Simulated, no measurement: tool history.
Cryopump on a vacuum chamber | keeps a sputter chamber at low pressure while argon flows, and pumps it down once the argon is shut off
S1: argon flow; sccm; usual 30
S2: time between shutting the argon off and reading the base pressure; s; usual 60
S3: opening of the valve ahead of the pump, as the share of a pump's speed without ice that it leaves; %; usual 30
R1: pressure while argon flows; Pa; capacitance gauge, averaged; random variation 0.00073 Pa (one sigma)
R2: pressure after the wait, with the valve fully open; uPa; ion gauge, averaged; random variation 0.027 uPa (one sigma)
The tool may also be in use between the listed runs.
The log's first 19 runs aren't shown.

run   hour  S1   S2  S3      R1    R2
 20  492.9  28   94  20  0.2006  1.85
     502.7  -- pump warmed up, emptied and cooled again
 21  523.1  30   50  30  0.1337  2.03
 22  557.3  16   29  17  0.1239  2.92
 23  583.5  30   25  17  0.2322  3.18
 24  601.5  26   25  17  0.2042  3.26
 25  635.1  25  194  42  0.0805  1.22
 26    674  30   67  30  0.1328  1.77
 27  701.9  30   67  30  0.1332  1.81
 28  725.1  30   60  45    0.09   1.9
 29  763.3  13   59  27  0.0649  1.93
 30  780.5  25  119  54  0.0629  1.53
 31  818.8  47   79  30  0.2119  1.77
 32  859.4  47   79  30  0.2115  1.82
 33  889.2  15   55  25  0.0816  2.12
 34  925.4  15   55  25  0.0818  2.17
 35  964.9  19   55  21  0.1224   2.2

3 ways to go on from here, each from the tool as it stands after run 35. What would each give?
  A  999.7  26   37  43   ?   ?
  B  999.7  18   32  30   ?   ?
  C  999.7  30  202  30   ?   ?

run      R1    R2
  A  0.0842  2.74
  B  0.0831  2.95
  C  0.1373  1.42
Without the tool's hidden state the same runs would have given:
run      R1    R2
  A   0.079  1.84
  B  0.0795  2.05
  C  0.1313   0.5

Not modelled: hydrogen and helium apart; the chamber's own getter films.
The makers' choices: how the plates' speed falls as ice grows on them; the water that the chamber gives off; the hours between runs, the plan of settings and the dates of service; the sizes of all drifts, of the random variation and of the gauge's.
